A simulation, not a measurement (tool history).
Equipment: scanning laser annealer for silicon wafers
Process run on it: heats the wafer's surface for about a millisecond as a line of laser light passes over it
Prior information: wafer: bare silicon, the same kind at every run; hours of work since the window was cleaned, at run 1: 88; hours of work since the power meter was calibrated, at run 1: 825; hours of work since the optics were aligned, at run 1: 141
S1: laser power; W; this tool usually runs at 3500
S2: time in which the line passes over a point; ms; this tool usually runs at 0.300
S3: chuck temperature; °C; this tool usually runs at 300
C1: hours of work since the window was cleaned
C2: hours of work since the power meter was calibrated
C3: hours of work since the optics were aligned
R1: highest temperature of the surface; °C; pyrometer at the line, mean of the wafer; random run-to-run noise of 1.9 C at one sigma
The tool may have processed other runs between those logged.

| run | hour | S1 | S2 | S3 | C1 | C2 | C3 | R1 |
|---|---|---|---|---|---|---|---|---|
| 1 | 0.0 | 3500 | 0.300 | 300 | 88 | 825 | 141 | 1101 |
| 2 | 70.2 | 3500 | 0.300 | 300 | 118 | 855 | 171 | 1106 |
| 3 | 136.3 | 3500 | 0.300 | 300 | 146 | 884 | 200 | 1100 |
| 4 | 215.0 | 3500 | 0.300 | 300 | 180 | 917 | 233 | 1102 |
| 5 | 302.5 | 3500 | 0.300 | 300 | 217 | 955 | 271 | 1097 |
| 6 | 360.2 | 3500 | 0.300 | 300 | 242 | 979 | 295 | 1094 |
| 7 | 414.0 | 3500 | 0.268 | 300 | 265 | 1002 | 318 | 1052 |
| 8 | 502.8 | 3500 | 0.268 | 300 | 303 | 1040 | 356 | 1053 |
| 9 | 589.9 | 3500 | 0.268 | 300 | 340 | 1077 | 393 | 1051 |
| 10 | 656.1 | 3500 | 0.300 | 300 | 368 | 1105 | 422 | 1092 |
| 11 | 753.3 | 3500 | 0.300 | 300 | 410 | 1147 | 463 | 1090 |
| 12 | 807.6 | 3500 | 0.300 | 300 | 433 | 1170 | 486 | 1086 |
| 13 | 849.0 | 3500 | 0.223 | 300 | 450 | 1188 | 504 | 982 |
|  | 855.0 | window over the wafer cleaned |
| 14 | 947.9 | 3448 | 0.268 | 313 | 40 | 1229 | 545 | 1040 |
| 15 | 1012.7 | 3776 | 0.260 | 313 | 67 | 1257 | 573 | 1109 |

Expected results for the next run?
| 16 | 1082.2 | 3120 | 0.281 | 313 | 97 | 1287 | 603 | ? |

Logged for run 16: R1 968 °C.
On a tool with no hidden condition, and with the same random variation, this run would have come out at R1 996 °C.
